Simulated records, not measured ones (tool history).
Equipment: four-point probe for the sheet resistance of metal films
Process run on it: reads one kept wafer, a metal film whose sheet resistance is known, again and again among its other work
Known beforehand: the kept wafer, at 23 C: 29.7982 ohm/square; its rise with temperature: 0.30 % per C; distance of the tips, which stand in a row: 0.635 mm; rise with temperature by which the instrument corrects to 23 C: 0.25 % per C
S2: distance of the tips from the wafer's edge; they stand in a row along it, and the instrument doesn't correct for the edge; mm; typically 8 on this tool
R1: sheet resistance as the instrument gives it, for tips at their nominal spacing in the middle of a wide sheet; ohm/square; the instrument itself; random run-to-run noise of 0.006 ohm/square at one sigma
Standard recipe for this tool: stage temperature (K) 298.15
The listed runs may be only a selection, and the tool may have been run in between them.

{"run": 1, "hour": 0.0, "stage temperature (K)": 298.15, "S2": 8, "R1": 29.885844}
{"run": 2, "hour": 41.4, "stage temperature (K)": 298.15, "S2": 9, "R1": 29.848281}
{"run": 3, "hour": 74.2, "stage temperature (K)": 298.15, "S2": 8, "R1": 29.877952}
{"run": 4, "hour": 107.0, "stage temperature (K)": 298.15, "S2": 8, "R1": 29.880066}
{"run": 5, "hour": 141.0, "stage temperature (K)": 294.15, "S2": 8, "R1": 29.814965}
{"run": 6, "hour": 176.5, "stage temperature (K)": 294.15, "S2": 8, "R1": 29.791539}
{"run": 7, "hour": 217.2, "stage temperature (K)": 294.15, "S2": 8, "R1": 29.807262}
{"run": 8, "hour": 259.6, "stage temperature (K)": 298.15, "S2": 28, "R1": 29.756661}
{"run": 9, "hour": 287.1, "stage temperature (K)": 293.15, "S2": 8, "R1": 29.784296}
{"run": 10, "hour": 321.0, "stage temperature (K)": 293.15, "S2": 10, "R1": 29.743824}
{"run": 11, "hour": 341.4, "stage temperature (K)": 293.15, "S2": 10, "R1": 29.741742}
{"run": 12, "hour": 362.2, "stage temperature (K)": 293.15, "S2": 10, "R1": 29.743172}
{"run": 13, "hour": 392.4, "stage temperature (K)": 297.15, "S2": 8, "R1": 29.820312}
{"run": 14, "hour": 441.0, "stage temperature (K)": 298.15, "S2": 8, "R1": 29.849044}
{"run": 15, "hour": 467.5, "stage temperature (K)": 298.15, "S2": 8, "R1": 29.839835}
{"run": 16, "hour": 496.2, "stage temperature (K)": 295.15, "S2": 8, "R1": 29.785761}
{"run": 17, "hour": 533.6, "stage temperature (K)": 295.15, "S2": 8, "R1": 29.798021}
{"run": 18, "hour": 568.0, "stage temperature (K)": 295.15, "S2": 8, "R1": 29.78281}
{"run": 19, "hour": 602.2, "stage temperature (K)": 298.15, "S2": 8, "R1": 29.840364}
{"run": 20, "hour": 647.2, "stage temperature (K)": 300.15, "S2": 5, "R1": 30.01034}
{"run": 21, "hour": 691.8, "stage temperature (K)": 299.15, "S2": 41, "R1": 29.747628}
{"run": 22, "hour": 731.4, "stage temperature (K)": 299.15, "S2": 41, "R1": 29.732821}
{"hour": 734.4, "done": "stage's thermometer calibrated"}
{"run": 23, "hour": 774.5, "stage temperature (K)": 299.15, "S2": 41, "R1": 29.73487}
{"run": 24, "hour": 795.5, "stage temperature (K)": 299.15, "S2": 41, "R1": 29.721321}
{"run": 25, "hour": 819.7, "stage temperature (K)": 300.15, "S2": 46, "R1": 29.740984}
{"run": 26, "hour": 862.9, "stage temperature (K)": 300.15, "S2": 46, "R1": 29.735013}
{"run": 27, "hour": 886.5, "stage temperature (K)": 295.15, "S2": 53, "R1": 29.665821}
{"run": 28, "hour": 929.5, "stage temperature (K)": 295.15, "S2": 53, "R1": 29.657881}
{"run": 29, "hour": 958.7, "stage temperature (K)": 299.15, "S2": 53, "R1": 29.712355}
{"hour": 965.3, "done": "stage's thermometer calibrated, once more"}
{"run": 30, "hour": 1003.1, "stage temperature (K)": 294.15, "S2": 4, "R1": 30.039813}
{"run": 31, "hour": 1051.9, "stage temperature (K)": 298.15, "S2": 3, "R1": 30.39474}
{"run": 32, "hour": 1073.9, "stage temperature (K)": 299.15, "S2": 40, "R1": 29.709597}
{"run": 33, "hour": 1110.0, "stage temperature (K)": 295.15, "S2": 8, "R1": 29.743725}
{"run": 34, "hour": 1142.2, "stage temperature (K)": 301.15, "S2": 3, "R1": 30.430589}
{"run": 35, "hour": 1175.1, "stage temperature (K)": 298.15, "S2": 52, "R1": 29.680439}
{"run": 36, "hour": 1220.1, "stage temperature (K)": 298.15, "S2": 52, "R1": 29.680799}
{"run": 37, "hour": 1245.1, "stage temperature (K)": 305.15, "S2": 47, "R1": 29.792359}

3 options for the next run, each taken on its own from the tool as it stands now. Forecast them:
{"run": "A", "hour": 1277.7, "stage temperature (K)": 303.15, "S2": 9, "R1": "?"}
{"run": "B", "hour": 1277.7, "stage temperature (K)": 299.15, "S2": 47, "R1": "?"}
{"run": "C", "hour": 1277.7, "stage temperature (K)": 294.15, "S2": 71, "R1": "?"}

run=A R1=29.83254
run=B R1=29.696441
run=C R1=29.616229
What these runs would have given with no unlogged condition in the tool:
run=A R1=29.983358
run=B R1=29.846685
run=C R1=29.766178
